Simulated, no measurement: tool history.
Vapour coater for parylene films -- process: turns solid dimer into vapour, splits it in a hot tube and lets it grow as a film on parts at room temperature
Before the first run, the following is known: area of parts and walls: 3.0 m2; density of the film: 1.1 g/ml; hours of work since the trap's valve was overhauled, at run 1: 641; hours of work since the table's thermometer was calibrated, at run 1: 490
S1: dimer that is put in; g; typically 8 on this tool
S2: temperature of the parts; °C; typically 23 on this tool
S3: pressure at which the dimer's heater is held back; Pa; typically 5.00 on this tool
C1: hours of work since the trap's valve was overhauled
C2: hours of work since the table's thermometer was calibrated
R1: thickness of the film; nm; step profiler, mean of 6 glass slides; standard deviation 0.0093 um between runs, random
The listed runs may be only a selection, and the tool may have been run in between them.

{"run": 1, "hour": 0.0, "S1": 8, "S2": 23, "S3": 5.0, "C1": 641, "C2": 490, "R1": 1397}
{"run": 2, "hour": 28.4, "S1": 8, "S2": 29, "S3": 5.0, "C1": 659, "C2": 508, "R1": 1267}
{"run": 3, "hour": 50.7, "S1": 5, "S2": 23, "S3": 5.0, "C1": 673, "C2": 522, "R1": 870}
{"run": 4, "hour": 66.4, "S1": 5, "S2": 23, "S3": 5.0, "C1": 683, "C2": 532, "R1": 870}
{"hour": 81.5, "done": "trap's valve overhauled"}
{"run": 5, "hour": 93.5, "S1": 5, "S2": 23, "S3": 5.0, "C1": 8, "C2": 546, "R1": 979}
{"run": 6, "hour": 119.8, "S1": 5, "S2": 23, "S3": 5.0, "C1": 24, "C2": 563, "R1": 976}
{"run": 7, "hour": 142.3, "S1": 5, "S2": 23, "S3": 5.0, "C1": 38, "C2": 577, "R1": 972}
{"run": 8, "hour": 172.4, "S1": 8, "S2": 23, "S3": 5.8, "C1": 57, "C2": 596, "R1": 1497}
{"run": 9, "hour": 187.0, "S1": 8, "S2": 23, "S3": 5.8, "C1": 67, "C2": 605, "R1": 1490}
{"run": 10, "hour": 202.3, "S1": 8, "S2": 23, "S3": 5.8, "C1": 76, "C2": 615, "R1": 1496}
{"run": 11, "hour": 232.4, "S1": 8, "S2": 23, "S3": 5.8, "C1": 95, "C2": 634, "R1": 1491}
{"run": 12, "hour": 255.7, "S1": 6, "S2": 23, "S3": 5.8, "C1": 110, "C2": 649, "R1": 1124}
{"run": 13, "hour": 272.7, "S1": 6, "S2": 23, "S3": 5.8, "C1": 121, "C2": 659, "R1": 1105}
{"run": 14, "hour": 301.6, "S1": 6, "S2": 23, "S3": 5.8, "C1": 139, "C2": 677, "R1": 1125}
{"run": 15, "hour": 327.5, "S1": 8, "S2": 23, "S3": 3.14, "C1": 155, "C2": 694, "R1": 1683}
{"run": 16, "hour": 349.9, "S1": 8, "S2": 23, "S3": 3.14, "C1": 169, "C2": 708, "R1": 1694}
{"run": 17, "hour": 377.5, "S1": 8, "S2": 23, "S3": 5.0, "C1": 187, "C2": 725, "R1": 1499}
{"run": 18, "hour": 396.9, "S1": 8, "S2": 23, "S3": 5.0, "C1": 199, "C2": 738, "R1": 1516}
{"run": 19, "hour": 421.7, "S1": 8, "S2": 23, "S3": 2.57, "C1": 215, "C2": 753, "R1": 1775}
{"run": 20, "hour": 441.5, "S1": 8, "S2": 23, "S3": 2.57, "C1": 227, "C2": 766, "R1": 1762}
{"run": 21, "hour": 457.1, "S1": 8, "S2": 23, "S3": 2.57, "C1": 237, "C2": 776, "R1": 1726}
{"run": 22, "hour": 473.0, "S1": 8, "S2": 23, "S3": 2.57, "C1": 247, "C2": 786, "R1": 1749}
{"run": 23, "hour": 494.4, "S1": 8, "S2": 15, "S3": 5.0, "C1": 260, "C2": 799, "R1": 1684}
{"run": 24, "hour": 522.0, "S1": 4, "S2": 23, "S3": 2.69, "C1": 278, "C2": 816, "R1": 856}
{"run": 25, "hour": 547.2, "S1": 4, "S2": 23, "S3": 2.69, "C1": 294, "C2": 832, "R1": 843}
{"run": 26, "hour": 569.4, "S1": 11, "S2": 34, "S3": 2.69, "C1": 308, "C2": 846, "R1": 1979}
{"run": 27, "hour": 586.8, "S1": 11, "S2": 16, "S3": 5.0, "C1": 319, "C2": 857, "R1": 2277}
{"run": 28, "hour": 605.1, "S1": 11, "S2": 16, "S3": 5.0, "C1": 330, "C2": 869, "R1": 2255}
{"run": 29, "hour": 618.9, "S1": 11, "S2": 16, "S3": 5.0, "C1": 339, "C2": 878, "R1": 2280}
{"run": 30, "hour": 642.6, "S1": 11, "S2": 16, "S3": 5.0, "C1": 354, "C2": 892, "R1": 2232}
{"run": 31, "hour": 672.7, "S1": 10, "S2": 33, "S3": 5.98, "C1": 373, "C2": 911, "R1": 1511}
{"run": 32, "hour": 702.2, "S1": 10, "S2": 33, "S3": 5.98, "C1": 391, "C2": 930, "R1": 1480}
{"run": 33, "hour": 717.1, "S1": 9, "S2": 33, "S3": 7.51, "C1": 401, "C2": 939, "R1": 1282}
{"run": 34, "hour": 738.9, "S1": 9, "S2": 33, "S3": 7.51, "C1": 415, "C2": 953, "R1": 1288}
{"run": 35, "hour": 760.1, "S1": 5, "S2": 19, "S3": 3.69, "C1": 428, "C2": 967, "R1": 1038}

What will run 36 give?
{"run": 36, "hour": 775.1, "S1": 5, "S2": 19, "S3": 3.69, "C1": 437, "C2": 976, "R1": "?"}

{"run 36": {"R1": 1049}}
Minus the tool's unlogged condition, the same run would have read R1 1124 nm.

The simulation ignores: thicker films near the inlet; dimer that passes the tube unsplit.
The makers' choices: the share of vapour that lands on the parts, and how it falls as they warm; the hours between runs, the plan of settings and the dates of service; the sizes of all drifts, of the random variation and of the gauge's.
